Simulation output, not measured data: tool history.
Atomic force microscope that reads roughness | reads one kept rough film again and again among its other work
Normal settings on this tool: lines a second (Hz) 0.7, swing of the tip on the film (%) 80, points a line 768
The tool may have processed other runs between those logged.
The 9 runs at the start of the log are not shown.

run,hour,lines a second (Hz),swing of the tip on the film (%),points a line,pictures with this tip,hours of work since the height scale was calibrated,roughness of the kept film (nm (root mean square))
10,118.2,0.7,80,768,90,366,3.763
11,139.2,0.7,80,768,107,375,3.7
12,157.7,0.7,80,768,122,383,3.681
13,174.5,0.7,80,768,135,389,3.611
14,183.7,0.7,80,768,142,393,3.593
15,193.8,0.7,80,768,150,397,3.591
16,212,0.7,80,768,165,405,3.546
17,223.8,0.7,80,768,174,410,3.552
18,233.8,0.7,80,781,182,414,3.489
# hour 246: new tip fitted
19,253.4,0.77,66,601,5,422,4.161
20,273.6,0.77,66,601,22,430,4.073
21,288.7,0.77,66,601,34,436,4.033
22,298.1,0.7,80,478,41,440,3.921
23,316.2,0.835,87,977,56,448,3.772
24,329.8,0.7,82,334,66,453,3.819
25,344.7,1.434,56,649,78,459,3.922
26,357.9,1.434,56,649,89,465,3.856
27,370.5,1.039,88,768,99,470,3.535
28,383.4,1.039,88,768,109,475,3.537
29,395.7,0.7,62,897,119,480,3.794
30,412.9,1.298,55,498,133,487,3.718
31,423.5,1.298,55,498,141,492,3.739
32,434.6,2.244,65,768,150,496,3.525
33,450.5,0.645,80,292,163,503,3.536

Below are 5 alternative next runs, each starting from the tool's condition after run 33. Predict each:
A,462.4,0.645,64,368,172,508,?
B,462.4,1.123,63,267,172,508,?
C,462.4,0.688,80,361,172,508,?
D,462.4,1.526,79,608,172,508,?
E,462.4,2.652,75,270,172,508,?

run,roughness of the kept film (nm (root mean square))
A,3.615
B,3.573
C,3.506
D,3.364
E,3.212
Without the tool's unlogged condition, the same runs would have read:
run,roughness of the kept film (nm (root mean square))
A,4.176
B,4.127
C,4.05
D,3.886
E,3.709
